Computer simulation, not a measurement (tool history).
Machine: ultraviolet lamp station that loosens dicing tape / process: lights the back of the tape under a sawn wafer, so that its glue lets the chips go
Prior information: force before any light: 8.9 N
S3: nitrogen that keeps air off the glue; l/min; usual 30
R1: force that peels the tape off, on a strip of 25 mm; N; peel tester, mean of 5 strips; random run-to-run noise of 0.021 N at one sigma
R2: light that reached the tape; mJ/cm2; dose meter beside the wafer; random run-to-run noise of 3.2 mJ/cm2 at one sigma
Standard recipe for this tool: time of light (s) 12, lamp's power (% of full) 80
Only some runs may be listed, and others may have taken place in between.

{"run": 1, "hour": 0.0, "time of light (s)": 12, "lamp's power (% of full)": 80, "S3": 30, "R1": 1.152, "R2": 454}
{"run": 2, "hour": 7.8, "time of light (s)": 18, "lamp's power (% of full)": 80, "S3": 30, "R1": 0.478, "R2": 682}
{"run": 3, "hour": 16.1, "time of light (s)": 13, "lamp's power (% of full)": 80, "S3": 30, "R1": 1.018, "R2": 489}
{"run": 4, "hour": 20.8, "time of light (s)": 13, "lamp's power (% of full)": 80, "S3": 30, "R1": 1.03, "R2": 498}
{"run": 5, "hour": 24.9, "time of light (s)": 13, "lamp's power (% of full)": 80, "S3": 30, "R1": 1.003, "R2": 493}
{"run": 6, "hour": 30.4, "time of light (s)": 12, "lamp's power (% of full)": 88, "S3": 30, "R1": 0.998, "R2": 497}
{"run": 7, "hour": 39.1, "time of light (s)": 12, "lamp's power (% of full)": 88, "S3": 30, "R1": 0.988, "R2": 497}
{"run": 8, "hour": 44.9, "time of light (s)": 12, "lamp's power (% of full)": 88, "S3": 30, "R1": 1.006, "R2": 502}
{"run": 9, "hour": 51.2, "time of light (s)": 12, "lamp's power (% of full)": 80, "S3": 51, "R1": 0.814, "R2": 451}
{"run": 10, "hour": 60.7, "time of light (s)": 12, "lamp's power (% of full)": 95, "S3": 51, "R1": 0.577, "R2": 539}
{"run": 11, "hour": 69.6, "time of light (s)": 12, "lamp's power (% of full)": 60, "S3": 30, "R1": 1.932, "R2": 338}
{"run": 12, "hour": 74.3, "time of light (s)": 12, "lamp's power (% of full)": 60, "S3": 30, "R1": 1.904, "R2": 338}
{"run": 13, "hour": 78.3, "time of light (s)": 12, "lamp's power (% of full)": 79, "S3": 19, "R1": 1.687, "R2": 446}
{"run": 14, "hour": 83.0, "time of light (s)": 12, "lamp's power (% of full)": 79, "S3": 19, "R1": 1.749, "R2": 440}
{"run": 15, "hour": 91.9, "time of light (s)": 12, "lamp's power (% of full)": 79, "S3": 19, "R1": 1.725, "R2": 443}
{"run": 16, "hour": 101.0, "time of light (s)": 9, "lamp's power (% of full)": 74, "S3": 17, "R1": 2.959, "R2": 304}
{"run": 17, "hour": 105.9, "time of light (s)": 9, "lamp's power (% of full)": 74, "S3": 17, "R1": 2.92, "R2": 310}
{"run": 18, "hour": 114.9, "time of light (s)": 9, "lamp's power (% of full)": 74, "S3": 17, "R1": 2.916, "R2": 310}
{"run": 19, "hour": 120.0, "time of light (s)": 6, "lamp's power (% of full)": 87, "S3": 43, "R1": 2.651, "R2": 242}

Here are 4 independent what-if runs from the current tool condition. What would each one return?
{"run": "A", "hour": 124.6, "time of light (s)": 6, "lamp's power (% of full)": 64, "S3": 31, "R1": "?", "R2": "?"}
{"run": "B", "hour": 124.6, "time of light (s)": 6, "lamp's power (% of full)": 66, "S3": 43, "R1": "?", "R2": "?"}
{"run": "C", "hour": 124.6, "time of light (s)": 16, "lamp's power (% of full)": 80, "S3": 30, "R1": "?", "R2": "?"}
{"run": "D", "hour": 124.6, "time of light (s)": 6, "lamp's power (% of full)": 90, "S3": 59, "R1": "?", "R2": "?"}

run=A R1=4.070 R2=177
run=B R1=3.462 R2=185
run=C R1=0.657 R2=594
run=D R1=2.166 R2=249
Stripped of hidden state, with their random variation kept, the same runs would have yielded:
run=A R1=3.721 R2=197
run=B R1=3.122 R2=206
run=C R1=0.512 R2=660
run=D R1=1.861 R2=277
